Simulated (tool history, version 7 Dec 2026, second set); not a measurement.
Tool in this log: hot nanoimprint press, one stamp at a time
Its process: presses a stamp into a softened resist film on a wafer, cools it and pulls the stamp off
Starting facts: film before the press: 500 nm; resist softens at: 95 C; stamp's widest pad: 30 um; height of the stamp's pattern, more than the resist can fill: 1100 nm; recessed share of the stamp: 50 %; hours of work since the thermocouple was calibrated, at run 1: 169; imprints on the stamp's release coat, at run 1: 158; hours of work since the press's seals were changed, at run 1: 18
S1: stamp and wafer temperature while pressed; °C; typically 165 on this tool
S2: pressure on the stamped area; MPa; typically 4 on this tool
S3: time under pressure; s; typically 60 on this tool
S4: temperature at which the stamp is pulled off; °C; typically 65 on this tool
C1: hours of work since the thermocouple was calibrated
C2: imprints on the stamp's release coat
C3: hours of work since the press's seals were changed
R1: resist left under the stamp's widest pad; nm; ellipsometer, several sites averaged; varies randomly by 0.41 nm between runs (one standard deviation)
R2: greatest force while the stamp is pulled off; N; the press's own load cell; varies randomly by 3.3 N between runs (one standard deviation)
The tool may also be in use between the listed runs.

run 1 hour=0 | S1=165 S2=4 S3=60 S4=65 | C1=169 C2=158 C3=18 | R1=288.6 R2=233
run 2 hour=9.4 | S1=165 S2=4 S3=60 S4=65 | C1=173 C2=178 C3=22 | R1=288.8 R2=232
run 3 hour=20.9 | S1=165 S2=4 S3=60 S4=65 | C1=178 C2=202 C3=28 | R1=288.2 R2=238
run 4 hour=33.8 | S1=165 S2=4 S3=60 S4=65 | C1=184 C2=229 C3=34 | R1=288 R2=244
run 5 hour=43.8 | S1=165 S2=4 S3=60 S4=65 | C1=189 C2=250 C3=38 | R1=288.2 R2=239
run 6 hour=52 | S1=165 S2=4 S3=60 S4=65 | C1=193 C2=267 C3=42 | R1=288.1 R2=248
run 7 hour=60.4 | S1=165 S2=4 S3=60 S4=65 | C1=197 C2=285 C3=46 | R1=288.1 R2=245
run 8 hour=67.1 | S1=165 S2=4 S3=60 S4=65 | C1=200 C2=299 C3=49 | R1=287.5 R2=241
run 9 hour=74.2 | S1=167 S2=4 S3=59 S4=65 | C1=203 C2=313 C3=52 | R1=274.5 R2=244
run 10 hour=85.9 | S1=161 S2=6.3 S3=89 S4=56 | C1=208 C2=338 C3=58 | R1=224.3 R2=300
run 11 hour=94.4 | S1=166 S2=4.98 S3=36 S4=53 | C1=212 C2=356 C3=62 | R1=291.9 R2=324
run 12 hour=100.8 | S1=165 S2=4 S3=56 S4=67 | C1=215 C2=369 C3=65 | R1=293.3 R2=239
run 13 hour=106.8 | S1=165 S2=5.79 S3=89 S4=67 | C1=218 C2=382 C3=67 | R1=208.6 R2=241
run 14 hour=119.5 | S1=165 S2=5.79 S3=89 S4=67 | C1=224 C2=408 C3=73 | R1=208.3 R2=247
run 15 hour=131.1 | S1=155 S2=4 S3=71 S4=65 | C1=229 C2=432 C3=79 | R1=351.9 R2=255
run 16 hour=141.2 | S1=165 S2=4 S3=46 S4=65 | C1=234 C2=453 C3=83 | R1=309.8 R2=266

Branching from run 16: 4 alternative next runs. What would each branch give?
run A hour=151.2 | S1=173 S2=4.66 S3=60 S4=60 | C1=239 C2=474 C3=88 | R1=? R2=?
run B hour=151.2 | S1=154 S2=4 S3=59 S4=53 | C1=239 C2=474 C3=88 | R1=? R2=?
run C hour=151.2 | S1=153 S2=2.54 S3=40 S4=65 | C1=239 C2=474 C3=88 | R1=? R2=?
run D hour=151.2 | S1=176 S2=6.09 S3=60 S4=65 | C1=239 C2=474 C3=88 | R1=? R2=?

run=A R1=215.2 R2=289
run=B R1=373.2 R2=347
run=C R1=448.3 R2=253
run=D R1=169.6 R2=262
Take away the tool's hidden state, keep each run's random variation, and the runs would have read:
run=A R1=218.2 R2=248
run=B R1=377.6 R2=298
run=C R1=450.9 R2=218
run=D R1=171.7 R2=225

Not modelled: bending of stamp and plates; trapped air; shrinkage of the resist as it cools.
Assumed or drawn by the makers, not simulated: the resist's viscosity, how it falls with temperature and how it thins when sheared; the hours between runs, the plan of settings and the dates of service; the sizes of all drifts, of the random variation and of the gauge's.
